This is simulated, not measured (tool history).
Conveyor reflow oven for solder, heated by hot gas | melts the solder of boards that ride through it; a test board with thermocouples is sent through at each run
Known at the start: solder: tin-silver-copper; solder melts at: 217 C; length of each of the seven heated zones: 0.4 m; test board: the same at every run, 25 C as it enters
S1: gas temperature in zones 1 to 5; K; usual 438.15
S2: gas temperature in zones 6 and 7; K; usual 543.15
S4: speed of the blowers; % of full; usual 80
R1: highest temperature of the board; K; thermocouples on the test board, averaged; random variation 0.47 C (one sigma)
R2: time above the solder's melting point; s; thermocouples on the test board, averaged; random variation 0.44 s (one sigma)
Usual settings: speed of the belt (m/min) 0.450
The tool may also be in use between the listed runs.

Run 1, hour 0.0: usual settings. Result: R1 526.05 K, R2 77.7 s.
Run 2, hour 11.7: usual settings. Result: R1 526.85 K, R2 78.3 s.
Run 3, hour 30.7: usual settings. Result: R1 526.95 K, R2 77.7 s.
Run 4, hour 47.9: usual settings. Result: R1 526.15 K, R2 77.8 s.
Run 5, hour 68.1: usual settings. Result: R1 526.35 K, R2 76.5 s.
Run 6, hour 91.5: usual settings. Result: R1 525.75 K, R2 77.3 s.
Run 7, hour 114.0: usual settings. Result: R1 526.15 K, R2 76.6 s.
Run 8, hour 129.8: usual settings but S2 554.15 K. Result: R1 535.45 K, R2 84.9 s.
Run 9, hour 140.4: usual settings but S4 66 % of full. Result: R1 522.05 K, R2 70.3 s.
Run 10, hour 157.3: usual settings but S4 66 % of full. Result: R1 522.35 K, R2 71.0 s.
Run 11, hour 180.6: usual settings but S1 424.15 K, S2 531.15 K, speed of the belt (m/min) 0.370, S4 72 % of full. Result: R1 517.05 K, R2 77.5 s.
Run 12, hour 197.1: usual settings but S1 443.15 K, S2 538.15 K. Result: R1 522.05 K, R2 75.5 s.
Run 13, hour 213.2: usual settings but S1 443.15 K, S2 538.15 K. Result: R1 521.55 K, R2 75.1 s.
Run 14, hour 230.1: usual settings but S1 443.15 K, S2 538.15 K. Result: R1 521.45 K, R2 75.0 s.
Run 15, hour 247.5: usual settings but speed of the belt (m/min) 0.388, S4 70 % of full. Result: R1 527.05 K, R2 92.1 s.
Run 16, hour 269.4: usual settings but S1 427.15 K, S2 551.15 K, speed of the belt (m/min) 0.388, S4 70 % of full. Result: R1 533.65 K, R2 92.5 s.
Run 17, hour 290.3: usual settings but S1 437.15 K, S2 532.15 K, speed of the belt (m/min) 0.470, S4 84 % of full. Result: R1 517.05 K, R2 64.7 s.
Run 18, hour 304.2: usual settings but S1 437.15 K, S2 532.15 K, speed of the belt (m/min) 0.470, S4 84 % of full. Result: R1 515.25 K, R2 63.4 s.
Run 19, hour 332.0: usual settings but speed of the belt (m/min) 0.516, S4 62 % of full. Result: R1 515.15 K, R2 52.9 s.

Taken out of this log: 3 entries between the listed runs. Where each belongs, and how the hidden state differs across it:
Between runs 11 and 12: belt drive overhauled, speed set with a stopwatch (hour 186.3)
  heat that the gas passes to the board, % of a clean oven's: 93.3 -> 93.1; belt's true speed, % of the reading: 99.46 -> 99.2; true gas temperature in zones 6 and 7 over the reading, C: -1.09 -> -1.13
  measured less the result without the state, R1: -2.40 -> -2.50 K; R2: -4.0 -> -2.7 s
Between runs 16 and 17: flux residue cleaned out of gas plates and filters (hour 275.7)
  heat that the gas passes to the board, % of a clean oven's: 91.9 -> 99.1; belt's true speed, % of the reading: 99.11 -> 99.09; true gas temperature in zones 6 and 7 over the reading, C: -1.32 -> -1.37
  measured less the result without the state, R1: -3.00 -> -1.20 K; R2: -2.5 -> -0.8 s
Between runs 18 and 19: belt drive overhauled, speed set with a stopwatch, once more (hour 325.2)
  heat that the gas passes to the board, % of a clean oven's: 98.9 -> 98.4; belt's true speed, % of the reading: 99.08 -> 99.91; true gas temperature in zones 6 and 7 over the reading, C: -1.41 -> -1.47
  measured less the result without the state, R1: -1.30 -> -1.70 K; R2: -0.9 -> -2.0 s

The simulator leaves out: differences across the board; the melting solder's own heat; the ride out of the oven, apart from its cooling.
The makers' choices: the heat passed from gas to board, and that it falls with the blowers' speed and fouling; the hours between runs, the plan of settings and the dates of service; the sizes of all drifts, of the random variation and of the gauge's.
